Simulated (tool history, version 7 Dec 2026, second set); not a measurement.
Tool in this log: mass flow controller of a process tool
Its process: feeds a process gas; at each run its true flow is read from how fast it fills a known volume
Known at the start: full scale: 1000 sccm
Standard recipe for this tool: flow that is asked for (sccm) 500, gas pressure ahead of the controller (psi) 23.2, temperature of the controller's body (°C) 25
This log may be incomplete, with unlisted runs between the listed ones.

run      day  flow that is asked for (sccm)  gas pressure ahead of the controller (psi)  temperature of the controller's body (°C)  true flow (%)
  1    0.000                            500                                        23.2                                         25          99.25
  2    3.600                            500                                        23.2                                         25          99.36
  3    6.121                            500                                        23.2                                         25          99.33
  4    9.575                            500                                        29.2                                         25          99.18
  5   12.021                            500                                        23.2                                         25          99.42
  6   14.312                            500                                        23.2                                         25          99.54
  7   16.821                            500                                        23.2                                         25          99.48
  8   19.192                            459                                        23.2                                         25          99.49
  9   22.021                            459                                        23.2                                         25          99.36
 10   24.779                            500                                        23.2                                         22          99.51
 11   28.142                            500                                        35.2                                         25          99.29
 12   31.712                            500                                        35.0                                         25          99.20
 13   33.708                            500                                        35.0                                         25          99.23
 14   37.158                            500                                        35.0                                         25          99.39
 15   40.633                            500                                        35.0                                         25          99.40
 16   44.154                            500                                        28.7                                         25          99.55
 17   46.817                            500                                        21.2                                         25          99.76
 18   50.204                            500                                        23.2                                         25          99.62
 19   53.838                            500                                        23.2                                         25          99.65
 20   55.346                            500                                        23.2                                         25          99.69
 21   58.862                            500                                        23.2                                         25          99.70
 22   60.992                            500                                        23.2                                         25          99.78
 23   64.088                            500                                        23.2                                         25          99.62
 24   65.904                            500                                        23.2                                         25          99.83
 25   69.450                            758                                        23.2                                         25          99.94
 26   71.746                            758                                        23.2                                         25         100.12
 27   74.592                            207                                        26.3                                         37          99.29
 28   77.483                            500                                        23.2                                         23         100.06
 29   80.617                            340                                        23.2                                         28          99.62
 30   82.767                            454                                        27.8                                         28          99.55
 31   85.183                            500                                        20.5                                         25          99.94
 32   88.467                            928                                        21.3                                         37          99.48
 33   90.921                            957                                        21.0                                         25         100.62
 34   92.738                            500                                        23.2                                         22         100.12
 35   94.329                            500                                        23.2                                         22         100.08
 36   97.683                            500                                        23.2                                         22         100.10
 37   99.221                            500                                        23.2                                         22         100.32
 38  101.317                            203                                        37.4                                         22         100.70
 39  103.133                            203                                        37.4                                         22         100.82
 40  106.725                            359                                        23.2                                         32          99.58
 41  108.617                            267                                        37.6                                         32          99.76
 42  111.338                            267                                        37.6                                         32          99.56
 43  114.392                            207                                        31.0                                         26         100.73
 44  117.375                            500                                        35.2                                         25          99.98
 45  119.729                            500                                        35.2                                         25          99.89
 46  121.438                            318                                        23.2                                         25         100.30
 47  124.896                            500                                        37.0                                         25         100.04
 48  127.329                            397                                        40.2                                         25          99.95

Forecast each of these 4 alternatives for the next run:
  A  129.129                            650                                        40.2                                         23              ?
  B  129.129                            125                                        20.3                                         38              ?
  C  129.129                            301                                        40.2                                         34              ?
  D  129.129                            500                                        29.7                                         33              ?

run  true flow (%)
  A         100.10
  B         101.80
  C          99.44
  D          99.49
Without the tool's hidden state the same runs would have given:
run  true flow (%)
  A          99.05
  B          97.11
  C          97.39
  D          98.18
